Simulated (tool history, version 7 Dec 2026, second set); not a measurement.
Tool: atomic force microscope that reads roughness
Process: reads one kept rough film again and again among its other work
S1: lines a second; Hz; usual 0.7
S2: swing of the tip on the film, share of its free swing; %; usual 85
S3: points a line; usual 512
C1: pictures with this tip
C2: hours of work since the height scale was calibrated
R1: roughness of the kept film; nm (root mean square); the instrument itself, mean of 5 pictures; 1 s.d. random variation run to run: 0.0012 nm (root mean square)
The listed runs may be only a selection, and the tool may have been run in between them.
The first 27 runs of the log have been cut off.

run 28 hour=815.9 | S1=0.533 S2=78 S3=512 | C1=85 C2=607 | R1=0.634
run 29 hour=856.7 | S1=0.627 S2=67 S3=600 | C1=139 C2=636 | R1=0.64
run 30 hour=885 | S1=2.224 S2=85 S3=527 | C1=177 C2=657 | R1=0.54
run 31 hour=917 | S1=0.844 S2=82 S3=512 | C1=220 C2=680 | R1=0.613
run 32 hour=952.7 | S1=0.844 S2=82 S3=922 | C1=267 C2=705 | R1=0.613
run 33 hour=984.3 | S1=0.844 S2=82 S3=922 | C1=310 C2=728 | R1=0.612
-- hour=1012.5 new tip fitted
run 34 hour=1012.5 | S1=0.706 S2=85 S3=360 | C1=0 C2=748 | R1=0.612
run 35 hour=1032.2 | S1=2.026 S2=67 S3=422 | C1=26 C2=762 | R1=0.611
run 36 hour=1072.4 | S1=1.339 S2=80 S3=422 | C1=80 C2=791 | R1=0.596
run 37 hour=1106.1 | S1=3.722 S2=60 S3=422 | C1=125 C2=816 | R1=0.6
run 38 hour=1145.8 | S1=1.048 S2=62 S3=847 | C1=178 C2=844 | R1=0.638
run 39 hour=1174 | S1=1.374 S2=61 S3=315 | C1=216 C2=865 | R1=0.632
run 40 hour=1196.7 | S1=1.374 S2=61 S3=315 | C1=246 C2=881 | R1=0.634
run 41 hour=1214 | S1=0.575 S2=85 S3=512 | C1=269 C2=893 | R1=0.622

5 ways to go on from here, each from the tool as it stands after run 41. What would each give?
run A hour=1234.3 | S1=1.06 S2=89 S3=775 | C1=297 C2=908 | R1=?
run B hour=1234.3 | S1=0.575 S2=79 S3=417 | C1=297 C2=908 | R1=?
run C hour=1234.3 | S1=1.046 S2=85 S3=380 | C1=297 C2=908 | R1=?
run D hour=1234.3 | S1=0.7 S2=85 S3=405 | C1=297 C2=908 | R1=?
run E hour=1234.3 | S1=0.544 S2=60 S3=512 | C1=297 C2=908 | R1=?

run=A R1=0.584
run=B R1=0.628
run=C R1=0.595
run=D R1=0.614
run=E R1=0.646
With no hidden state in the tool, these same runs would have given:
run=A R1=0.584
run=B R1=0.629
run=C R1=0.595
run=D R1=0.615
run=E R1=0.646
